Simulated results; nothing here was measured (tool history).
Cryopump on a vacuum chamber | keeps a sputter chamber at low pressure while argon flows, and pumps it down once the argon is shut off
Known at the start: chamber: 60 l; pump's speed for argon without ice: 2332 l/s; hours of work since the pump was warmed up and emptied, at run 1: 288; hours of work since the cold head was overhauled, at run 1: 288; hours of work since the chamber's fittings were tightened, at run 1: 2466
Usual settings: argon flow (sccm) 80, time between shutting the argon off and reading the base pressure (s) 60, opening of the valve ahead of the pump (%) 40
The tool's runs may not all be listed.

| run | day | argon flow (sccm) | time between shutting the argon off and reading the base pressure (s) | opening of the valve ahead of the pump (%) | hours of work since the pump was warmed up and emptied | hours of work since the cold head was overhauled | hours of work since the chamber's fittings were tightened | pressure while argon flows (Pa) | pressure after the wait (uPa) |
|---|---|---|---|---|---|---|---|---|---|
| 1 | 0.000 | 80 | 60 | 40 | 288 | 288 | 2466 | 0.1508 | 2.05 |
| 2 | 1.533 | 80 | 217 | 40 | 307 | 307 | 2485 | 0.1490 | 1.51 |
| 3 | 3.629 | 80 | 217 | 40 | 334 | 334 | 2512 | 0.1495 | 1.48 |
| 4 | 4.712 | 80 | 217 | 40 | 348 | 348 | 2525 | 0.1501 | 1.55 |
| 5 | 6.888 | 80 | 60 | 40 | 375 | 375 | 2553 | 0.1495 | 2.11 |
| 6 | 8.158 | 80 | 255 | 40 | 391 | 391 | 2569 | 0.1505 | 1.52 |
| 7 | 9.462 | 108 | 106 | 19 | 408 | 408 | 2585 | 0.4186 | 1.83 |
| 8 | 11.292 | 108 | 106 | 19 | 431 | 431 | 2609 | 0.4176 | 1.82 |
| 9 | 13.279 | 79 | 133 | 34 | 456 | 456 | 2634 | 0.1755 | 1.73 |
| 10 | 15.054 | 102 | 250 | 20 | 479 | 479 | 2656 | 0.3791 | 1.65 |
| 11 | 16.025 | 102 | 250 | 20 | 491 | 491 | 2669 | 0.3769 | 1.63 |

3 ways to go on from here, each from the tool as it stands after run 11. What would each give?
| A | 17.021 | 138 | 99 | 32 | 504 | 504 | 2681 | ? | ? |
| B | 17.021 | 57 | 149 | 16 | 504 | 504 | 2681 | ? | ? |
| C | 17.021 | 52 | 67 | 51 | 504 | 504 | 2681 | ? | ? |

| run | pressure while argon flows (Pa) | pressure after the wait (uPa) |
|---|---|---|
| A | 0.3262 | 1.95 |
| B | 0.2625 | 1.71 |
| C | 0.0791 | 2.14 |
Without the tool's hidden state the same runs would have given:
| run | pressure while argon flows (Pa) | pressure after the wait (uPa) |
|---|---|---|
| A | 0.3133 | 0.60 |
| B | 0.2572 | 0.43 |
| C | 0.0742 | 0.83 |
